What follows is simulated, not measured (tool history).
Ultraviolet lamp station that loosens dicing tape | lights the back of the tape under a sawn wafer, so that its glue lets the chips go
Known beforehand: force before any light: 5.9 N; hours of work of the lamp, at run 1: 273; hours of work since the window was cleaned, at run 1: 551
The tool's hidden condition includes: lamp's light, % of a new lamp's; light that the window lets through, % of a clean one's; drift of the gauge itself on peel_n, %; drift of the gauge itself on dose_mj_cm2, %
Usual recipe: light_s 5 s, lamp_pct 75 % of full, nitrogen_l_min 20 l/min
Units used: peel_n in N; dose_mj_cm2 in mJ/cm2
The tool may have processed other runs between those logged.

run,hour,light_s,lamp_pct,nitrogen_l_min,hours of work of the lamp,hours of work since the window was cleaned,peel_n,dose_mj_cm2
1,0,5,75,20,273,551,0.475,401
2,11.4,5,75,20,280,558,0.492,401
3,20.6,5,75,14,286,564,0.579,405
4,29.4,5,75,14,292,570,0.589,404
# hour 31.1: window cleaned of glue's vapour
5,40.3,6,75,20,298,6,0.349,455
6,51.9,6,75,18,306,13,0.4,452
7,67,5,75,7,316,23,0.937,375
8,74.2,8,83,27,320,28,0.167,662
# hour 81.8: window cleaned of glue's vapour, once more
9,83.8,9,77,17,326,1,0.145,790
10,93.7,9,81,8,332,8,0.183,829
11,106.2,3,91,20,341,16,0.788,308
12,113.5,4,75,10,345,20,0.916,333
13,121.3,7,90,14,350,25,0.179,710
14,130.1,7,90,14,356,31,0.186,707

What if the next run were any one of these 3? Each begins from the tool's condition after run 14:
A,137,5,82,16,360,36,?,?
B,137,8,82,14,360,36,?,?
C,137,6,80,13,360,36,?,?

run,peel_n,dose_mj_cm2
A,0.402,456
B,0.175,735
C,0.313,541
Stripped of hidden state, with their random variation kept, the same runs would have yielded:
run,peel_n,dose_mj_cm2
A,0.342,492
B,0.158,794
C,0.267,584
